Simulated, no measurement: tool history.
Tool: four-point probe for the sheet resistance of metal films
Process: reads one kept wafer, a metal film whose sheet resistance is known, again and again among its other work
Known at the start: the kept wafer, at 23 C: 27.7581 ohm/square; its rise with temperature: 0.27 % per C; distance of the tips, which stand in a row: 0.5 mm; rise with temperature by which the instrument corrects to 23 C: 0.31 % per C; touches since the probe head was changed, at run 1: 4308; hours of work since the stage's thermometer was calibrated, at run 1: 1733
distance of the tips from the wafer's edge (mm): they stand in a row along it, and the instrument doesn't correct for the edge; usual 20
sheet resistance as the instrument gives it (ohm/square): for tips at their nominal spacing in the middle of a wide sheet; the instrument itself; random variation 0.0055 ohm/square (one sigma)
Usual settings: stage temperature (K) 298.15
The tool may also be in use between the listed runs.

run	day	stage temperature (K)	distance of the tips from the wafer's edge (mm)	touches since the probe head was changed	hours of work since the stage's thermometer was calibrated	sheet resistance as the instrument gives it (ohm/square)
1	0	298.15	20	4308	1733	27.887734
2	1.992	298.15	20	5079	1761	27.890823
3	3.492	295.15	20	5662	1783	27.918065
4	4.833	295.15	20	6181	1802	27.919876
5	7.325	298.15	20	7147	1837	27.886329
6	10.017	298.15	20	8191	1875	27.885697
7	12.804	298.15	20	9270	1915	27.895084
8	14.467	298.15	20	9915	1939	27.887789
9	17.029	298.15	20	10908	1975	27.907143
10	18.192	298.15	20	11359	1991	27.900095
11	20.917	298.15	20	12416	2030	27.903324
12	22.671	302.15	20	13094	2055	27.856262
13	25.479	302.15	20	14183	2095	27.852363
14	27.979	302.15	20	15151	2130	27.858419
15	29.512	302.15	20	15747	2152	27.858786
# day 30.45: stage's thermometer calibrated
16	31.588	302.15	20	16542	16	27.800185
17	32.817	298.15	20	17019	34	27.846572
18	35.479	298.15	20	18050	71	27.856193
19	37	298.15	20	18641	93	27.847804
20	39.775	299.15	20	19715	132	27.837928
21	41.242	299.15	20	20284	153	27.842772
22	44.067	299.15	20	21379	193	27.86097
23	46.408	299.15	22	22287	227	27.84652
24	48.358	302.15	4	23042	254	28.045848
25	50.804	298.15	6	23991	289	27.954267
26	52.55	295.15	18	24667	314	27.900759
27	54.917	295.15	18	25584	347	27.904013
28	57.542	300.15	11	26602	385	27.874662
29	59.208	294.15	13	27247	408	27.92536
30	60.683	300.15	30	27820	429	27.846194
31	62.758	300.15	30	28624	459	27.844259
32	65.167	300.15	30	29557	493	27.851221
33	66.804	300.15	30	30192	516	27.859115
34	68.946	300.15	30	31022	546	27.852004
35	70.971	305.15	73	31807	575	27.800526
36	72.354	298.15	40	32343	595	27.868573
37	74.421	298.15	40	33144	624	27.885407
38	76.067	307.15	3	33781	647	28.195026
39	77.758	300.15	7	34437	671	27.93574
40	80.404	298.15	8	35462	709	27.93653
41	82.267	298.15	8	36185	735	27.935711
42	84.767	304.15	4	37154	771	28.052309
43	86.3	298.15	41	37748	793	27.883155
44	88.296	302.15	20	38521	821	27.858722
45	90.829	302.15	20	39503	857	27.858753

The same runs without the tool's hidden state, with the same run-to-run variation:
The hidden state here: inner tips' distance over the nominal, %; tips' flats over new ones', %; wafer's true temperature over the reading, C; drift of the gauge itself on sheet_ohm, %.
run	sheet resistance as the instrument gives it (ohm/square)
1	27.754984
2	27.75632
3	27.781621
4	27.782204
5	27.747216
6	27.744043
7	27.750888
8	27.742095
9	27.759137
10	27.750991
11	27.751819
12	27.704073
13	27.697642
14	27.701267
15	27.700304
16	27.698397
17	27.743496
18	27.750647
19	27.740874
20	27.728638
21	27.732185
22	27.747636
23	27.73125
24	27.92805
25	27.834565
26	27.779579
27	27.780679
28	27.749199
29	27.79792
30	27.718013
31	27.714201
32	27.719035
33	27.72549
34	27.716467
35	27.663682
36	27.729874
37	27.744676
38	28.051882
39	27.791887
40	27.790126
41	27.787689
42	27.901824
43	27.731789
44	27.706012
45	27.703837
